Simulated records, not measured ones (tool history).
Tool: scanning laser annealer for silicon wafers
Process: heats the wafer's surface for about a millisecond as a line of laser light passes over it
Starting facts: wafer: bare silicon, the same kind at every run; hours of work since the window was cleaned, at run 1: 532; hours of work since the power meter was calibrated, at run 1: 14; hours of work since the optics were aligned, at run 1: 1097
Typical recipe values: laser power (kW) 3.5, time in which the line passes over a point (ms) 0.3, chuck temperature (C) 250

| run | day | laser power (kW) | time in which the line passes over a point (ms) | chuck temperature (C) | hours of work since the window was cleaned | hours of work since the power meter was calibrated | hours of work since the optics were aligned | highest temperature of the surface (C) |
|---|---|---|---|---|---|---|---|---|
| 1 | 0 | 3.5 | 0.3 | 250 | 532 | 14 | 1097 | 922 |
| 2 | 0.333 | 3.5 | 0.3 | 250 | 535 | 17 | 1101 | 919 |
| 3 | 0.725 | 3.5 | 0.3 | 250 | 539 | 21 | 1105 | 918 |
| 4 | 1.146 | 3.5 | 0.3 | 261 | 544 | 26 | 1110 | 931 |
| 5 | 1.529 | 3.5 | 0.3 | 261 | 548 | 30 | 1114 | 932 |
| 6 | 1.921 | 3.5 | 0.3 | 250 | 552 | 34 | 1118 | 917 |
| 7 | 2.1 | 3.5 | 0.3 | 270 | 554 | 36 | 1120 | 939 |
| 8 | 2.446 | 3.5 | 0.3 | 254 | 558 | 40 | 1124 | 922 |
| 9 | 2.658 | 3.5 | 0.3 | 250 | 560 | 42 | 1126 | 920 |
| 10 | 3.079 | 3.5 | 0.3 | 250 | 565 | 47 | 1130 | 920 |
| 11 | 3.429 | 3.5 | 0.3 | 250 | 568 | 50 | 1134 | 916 |
| 12 | 3.838 | 3.5 | 0.3 | 250 | 573 | 55 | 1138 | 919 |
| 13 | 4.146 | 2.994 | 0.3 | 250 | 576 | 58 | 1142 | 796 |
| 14 | 4.571 | 3.527 | 0.236 | 277 | 581 | 63 | 1146 | 875 |
| 15 | 4.783 | 3.053 | 0.336 | 236 | 583 | 65 | 1149 | 832 |
| 16 | 5.154 | 3.053 | 0.336 | 236 | 587 | 69 | 1153 | 829 |
| 17 | 5.446 | 3.053 | 0.336 | 236 | 590 | 72 | 1156 | 827 |
| 18 | 5.75 | 3.168 | 0.24 | 276 | 593 | 75 | 1159 | 799 |
| 19 | 5.938 | 3.168 | 0.24 | 276 | 595 | 77 | 1161 | 799 |
| 20 | 6.133 | 3.52 | 0.24 | 253 | 598 | 80 | 1163 | 851 |
| 21 | 6.329 | 3.434 | 0.24 | 248 | 600 | 82 | 1165 | 831 |
| 22 | 6.629 | 3.434 | 0.24 | 248 | 603 | 85 | 1169 | 829 |
| 23 | 6.95 | 3.023 | 0.24 | 221 | 606 | 88 | 1172 | 710 |
| 24 | 7.15 | 3.023 | 0.24 | 221 | 608 | 91 | 1174 | 711 |
| 25 | 7.5 | 3.023 | 0.24 | 221 | 612 | 94 | 1178 | 713 |

Forecast each of these 3 alternatives for the next run:
| A | 7.683 | 3.285 | 0.3 | 257 | 614 | 96 | 1180 | ? |
| B | 7.683 | 3.442 | 0.211 | 284 | 614 | 96 | 1180 | ? |
| C | 7.683 | 3.203 | 0.3 | 260 | 614 | 96 | 1180 | ? |

| run | highest temperature of the surface (C) |
|---|---|
| A | 870 |
| B | 826 |
| C | 854 |
Had the tool no hidden state, the same runs would have come out as:
| run | highest temperature of the surface (C) |
|---|---|
| A | 905 |
| B | 857 |
| C | 888 |
